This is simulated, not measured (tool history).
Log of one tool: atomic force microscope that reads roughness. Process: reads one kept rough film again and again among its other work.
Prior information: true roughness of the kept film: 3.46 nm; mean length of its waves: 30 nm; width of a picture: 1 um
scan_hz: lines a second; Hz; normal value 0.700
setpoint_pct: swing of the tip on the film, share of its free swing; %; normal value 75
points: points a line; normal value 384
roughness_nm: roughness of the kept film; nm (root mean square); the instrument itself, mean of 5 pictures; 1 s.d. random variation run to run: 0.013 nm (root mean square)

run 1 hour=0.0 | scan_hz=0.700 setpoint_pct=75 points=384 | roughness_nm=2.792
-- hour=33.2 new tip fitted
run 2 hour=80.3 | scan_hz=0.700 setpoint_pct=75 points=384 | roughness_nm=2.581
-- hour=95.3 new tip fitted
run 3 hour=115.1 | scan_hz=0.819 setpoint_pct=75 points=384 | roughness_nm=2.846
-- hour=155.9 new tip fitted
run 4 hour=169.5 | scan_hz=0.819 setpoint_pct=75 points=384 | roughness_nm=2.942
-- hour=218.0 new tip fitted
run 5 hour=223.9 | scan_hz=0.700 setpoint_pct=75 points=384 | roughness_nm=3.000
run 6 hour=265.5 | scan_hz=0.700 setpoint_pct=75 points=384 | roughness_nm=2.599
-- hour=279.5 new tip fitted
run 7 hour=334.6 | scan_hz=0.700 setpoint_pct=75 points=384 | roughness_nm=2.550
-- hour=342.1 new tip fitted
run 8 hour=397.6 | scan_hz=1.169 setpoint_pct=75 points=384 | roughness_nm=2.512
-- hour=404.0 new tip fitted
-- hour=463.0 new tip fitted
run 9 hour=468.2 | scan_hz=1.169 setpoint_pct=75 points=384 | roughness_nm=2.974
-- hour=521.5 new tip fitted
run 10 hour=521.5 | scan_hz=1.169 setpoint_pct=75 points=384 | roughness_nm=3.056
-- hour=581.0 new tip fitted
run 11 hour=597.0 | scan_hz=0.700 setpoint_pct=75 points=384 | roughness_nm=2.872
-- hour=641.5 new tip fitted
run 12 hour=644.8 | scan_hz=0.700 setpoint_pct=75 points=384 | roughness_nm=3.047
-- hour=701.2 new tip fitted
run 13 hour=718.2 | scan_hz=3.194 setpoint_pct=75 points=384 | roughness_nm=2.754
run 14 hour=754.5 | scan_hz=2.765 setpoint_pct=75 points=384 | roughness_nm=2.450
-- hour=758.7 new tip fitted
run 15 hour=803.7 | scan_hz=1.240 setpoint_pct=75 points=384 | roughness_nm=2.625
-- hour=819.7 new tip fitted
run 16 hour=867.2 | scan_hz=0.700 setpoint_pct=89 points=384 | roughness_nm=2.594
-- hour=881.8 new tip fitted
run 17 hour=925.1 | scan_hz=3.333 setpoint_pct=89 points=384 | roughness_nm=2.344
-- hour=942.4 new tip fitted
run 18 hour=971.9 | scan_hz=3.333 setpoint_pct=89 points=384 | roughness_nm=2.465
-- hour=1002.9 new tip fitted
-- hour=1018.4 height scale calibrated on a step standard
run 19 hour=1039.4 | scan_hz=2.414 setpoint_pct=75 points=384 | roughness_nm=2.641
-- hour=1062.4 new tip fitted
run 20 hour=1110.2 | scan_hz=2.414 setpoint_pct=75 points=384 | roughness_nm=2.508
-- hour=1123.2 new tip fitted
run 21 hour=1174.1 | scan_hz=0.700 setpoint_pct=75 points=384 | roughness_nm=2.606
-- hour=1181.6 new tip fitted
run 22 hour=1220.7 | scan_hz=0.700 setpoint_pct=75 points=384 | roughness_nm=2.722
-- hour=1241.0 new tip fitted
run 23 hour=1272.1 | scan_hz=0.700 setpoint_pct=75 points=384 | roughness_nm=2.806
-- hour=1300.3 new tip fitted
run 24 hour=1318.6 | scan_hz=0.700 setpoint_pct=75 points=384 | roughness_nm=2.907
-- hour=1362.3 new tip fitted
run 25 hour=1374.8 | scan_hz=1.049 setpoint_pct=75 points=384 | roughness_nm=2.979
-- hour=1421.1 new tip fitted
run 26 hour=1421.1 | scan_hz=0.700 setpoint_pct=65 points=350 | roughness_nm=3.139
-- hour=1482.5 new tip fitted
run 27 hour=1500.4 | scan_hz=0.874 setpoint_pct=75 points=507 | roughness_nm=2.898
-- hour=1542.8 new tip fitted
run 28 hour=1548.6 | scan_hz=0.874 setpoint_pct=75 points=507 | roughness_nm=3.046
run 29 hour=1582.2 | scan_hz=0.874 setpoint_pct=75 points=507 | roughness_nm=2.702
-- hour=1602.5 new tip fitted
run 30 hour=1620.5 | scan_hz=2.391 setpoint_pct=75 points=384 | roughness_nm=2.818
-- hour=1660.9 new tip fitted
run 31 hour=1697.5 | scan_hz=1.805 setpoint_pct=75 points=448 | roughness_nm=2.633
-- hour=1721.1 new tip fitted
run 32 hour=1751.8 | scan_hz=0.825 setpoint_pct=75 points=584 | roughness_nm=2.767
-- hour=1780.0 new tip fitted
run 33 hour=1832.2 | scan_hz=1.496 setpoint_pct=70 points=384 | roughness_nm=2.519
-- hour=1839.7 new tip fitted
run 34 hour=1869.2 | scan_hz=1.496 setpoint_pct=70 points=384 | roughness_nm=2.748
-- hour=1898.7 new tip fitted
run 35 hour=1920.1 | scan_hz=0.787 setpoint_pct=78 points=384 | roughness_nm=2.849
-- hour=1955.7 new tip fitted
run 36 hour=1978.3 | scan_hz=0.787 setpoint_pct=78 points=384 | roughness_nm=2.861
-- hour=2013.5 new tip fitted
run 37 hour=2018.1 | scan_hz=0.742 setpoint_pct=72 points=840 | roughness_nm=3.096
-- hour=2076.0 new tip fitted
run 38 hour=2087.8 | scan_hz=0.627 setpoint_pct=75 points=297 | roughness_nm=2.967
-- hour=2134.6 new tip fitted
run 39 hour=2140.7 | scan_hz=0.627 setpoint_pct=75 points=297 | roughness_nm=2.999
-- hour=2193.3 new tip fitted
run 40 hour=2195.5 | scan_hz=2.099 setpoint_pct=62 points=424 | roughness_nm=3.061
-- hour=2253.7 new tip fitted
run 41 hour=2276.5 | scan_hz=0.700 setpoint_pct=69 points=373 | roughness_nm=2.855
-- hour=2313.8 new tip fitted
run 42 hour=2320.1 | scan_hz=0.628 setpoint_pct=75 points=263 | roughness_nm=3.042
-- hour=2374.8 new tip fitted
run 43 hour=2384.6 | scan_hz=0.820 setpoint_pct=86 points=263 | roughness_nm=2.950
-- hour=2434.6 new tip fitted
run 44 hour=2450.3 | scan_hz=1.672 setpoint_pct=63 points=597 | roughness_nm=2.900
-- hour=2492.0 new tip fitted
run 45 hour=2517.9 | scan_hz=1.672 setpoint_pct=87 points=597 | roughness_nm=2.686
-- hour=2552.3 new tip fitted
run 46 hour=2569.9 | scan_hz=0.579 setpoint_pct=81 points=982 | roughness_nm=2.939
-- hour=2610.1 new tip fitted
run 47 hour=2636.4 | scan_hz=0.743 setpoint_pct=68 points=357 | roughness_nm=2.833
-- hour=2669.1 new tip fitted
run 48 hour=2693.4 | scan_hz=2.214 setpoint_pct=55 points=428 | roughness_nm=2.838
-- hour=2728.3 new tip fitted
run 49 hour=2774.2 | scan_hz=1.087 setpoint_pct=56 points=645 | roughness_nm=2.654

A few steps of roughness_nm between consecutive runs. Split each: what settings, incoming material and random variation would produce without the hidden state, and what is left over for the hidden state, along with gauge scatter present in only one of the two compared results (measured, and without hidden state):
Hidden state present: radius of the tip, nm; height scale over the true one, %; drift of the gauge itself on roughness_nm, %.
Run 5 -> 6: nothing adjusted, nothing logged. roughness_nm -0.401 nm (root mean square): hidden state -0.395, all else -0.006.
Run 8 -> 9: new tip fitted, new tip fitted. roughness_nm +0.462 nm (root mean square): hidden state +0.478, all else -0.016.
Run 28 -> 29: nothing adjusted, nothing logged. roughness_nm -0.344 nm (root mean square): hidden state -0.346, all else +0.002.
